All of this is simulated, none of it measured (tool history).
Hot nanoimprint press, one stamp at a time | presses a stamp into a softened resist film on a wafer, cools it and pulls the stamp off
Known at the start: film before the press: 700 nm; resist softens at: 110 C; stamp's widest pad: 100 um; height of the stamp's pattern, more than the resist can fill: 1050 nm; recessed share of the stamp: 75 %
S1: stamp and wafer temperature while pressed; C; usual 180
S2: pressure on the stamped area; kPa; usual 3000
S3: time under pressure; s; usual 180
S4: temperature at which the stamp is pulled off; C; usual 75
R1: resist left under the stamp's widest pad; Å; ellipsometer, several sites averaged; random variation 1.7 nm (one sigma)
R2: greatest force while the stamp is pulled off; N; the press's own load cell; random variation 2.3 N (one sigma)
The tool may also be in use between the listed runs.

| run | hour | S1 | S2 | S3 | S4 | R1 | R2 |
|---|---|---|---|---|---|---|---|
| 1 | 0 | 180 | 3000 | 180 | 75 | 2672 | 107 |
|  | 11 | plate thermocouple calibrated |
| 2 | 19 | 180 | 3000 | 180 | 75 | 2679 | 105 |
| 3 | 47.6 | 180 | 3000 | 180 | 75 | 2700 | 106 |
|  | 69.3 | stamp cleaned and given a new release coat |
| 4 | 69.3 | 180 | 3000 | 141 | 75 | 2910 | 104 |
| 5 | 96.2 | 180 | 3000 | 141 | 75 | 2908 | 103 |
| 6 | 123.2 | 180 | 3210 | 180 | 75 | 2601 | 106 |
| 7 | 140.6 | 180 | 3000 | 180 | 78 | 2654 | 98 |
| 8 | 163.4 | 177 | 3000 | 180 | 75 | 3108 | 105 |
| 9 | 178.7 | 180 | 2900 | 180 | 75 | 2736 | 108 |
| 10 | 197.8 | 180 | 2900 | 164 | 75 | 2830 | 104 |
| 11 | 224.7 | 180 | 2900 | 164 | 75 | 2867 | 105 |
| 12 | 245.5 | 180 | 2900 | 164 | 75 | 2830 | 103 |
| 13 | 271.5 | 180 | 3270 | 180 | 75 | 2532 | 105 |
| 14 | 293.9 | 180 | 3000 | 259 | 75 | 2349 | 104 |
|  | 306.8 | stamp cleaned and given a new release coat |
| 15 | 320.8 | 180 | 3000 | 259 | 75 | 2363 | 99 |
| 16 | 337.1 | 169 | 3810 | 240 | 66 | 3694 | 119 |
| 17 | 365.5 | 169 | 4390 | 240 | 82 | 3454 | 88 |
| 18 | 385.5 | 175 | 3000 | 206 | 75 | 3268 | 103 |
| 19 | 399.3 | 181 | 3590 | 206 | 68 | 2182 | 116 |
| 20 | 422.4 | 187 | 2730 | 281 | 79 | 1734 | 98 |
| 21 | 442.6 | 180 | 3000 | 180 | 82 | 2708 | 89 |
| 22 | 462.4 | 191 | 3000 | 351 | 65 | 1262 | 120 |
| 23 | 486.7 | 182 | 3450 | 122 | 67 | 2557 | 116 |
| 24 | 500.5 | 182 | 2680 | 122 | 67 | 2967 | 115 |
| 25 | 512.7 | 182 | 3050 | 122 | 66 | 2790 | 119 |
| 26 | 527.2 | 182 | 3050 | 122 | 66 | 2758 | 119 |
|  | 546.3 | stamp cleaned and given a new release coat |
| 27 | 555.6 | 181 | 4410 | 105 | 73 | 2480 | 105 |
| 28 | 581.6 | 186 | 3800 | 105 | 61 | 2113 | 126 |
| 29 | 595.5 | 186 | 3800 | 105 | 61 | 2130 | 118 |
| 30 | 615.1 | 186 | 3800 | 105 | 61 | 2131 | 126 |

Measured less the same run without the tool's hidden state. The same run-to-run variation is in both; the gauge's scatter may not be:
The hidden state here: true temperature over the reading, C; pressure that arrives at the usual setting, %; grip of the stamp's worn release coat, % over a new coat's; drift of the gauge itself on residual_nm, %; drift of the gauge itself on pull_off_n, %.
| run | R1 |
|---|---|
| 1 | -19 |
| 2 | +0 |
| 3 | +0 |
| 4 | +0 |
| 5 | +0 |
| 6 | -1 |
| 7 | -1 |
| 8 | -1 |
| 9 | -2 |
| 10 | -2 |
| 11 | -3 |
| 12 | -2 |
| 13 | -3 |
| 14 | -3 |
| 15 | -3 |
| 16 | -5 |
| 17 | -5 |
| 18 | -6 |
| 19 | -4 |
| 20 | -3 |
| 21 | -5 |
| 22 | -2 |
| 23 | -5 |
| 24 | -6 |
| 25 | -6 |
| 26 | -6 |
| 27 | -5 |
| 28 | -5 |
| 29 | -4 |
| 30 | -4 |
R2: within 2 N of the measured result in every run.
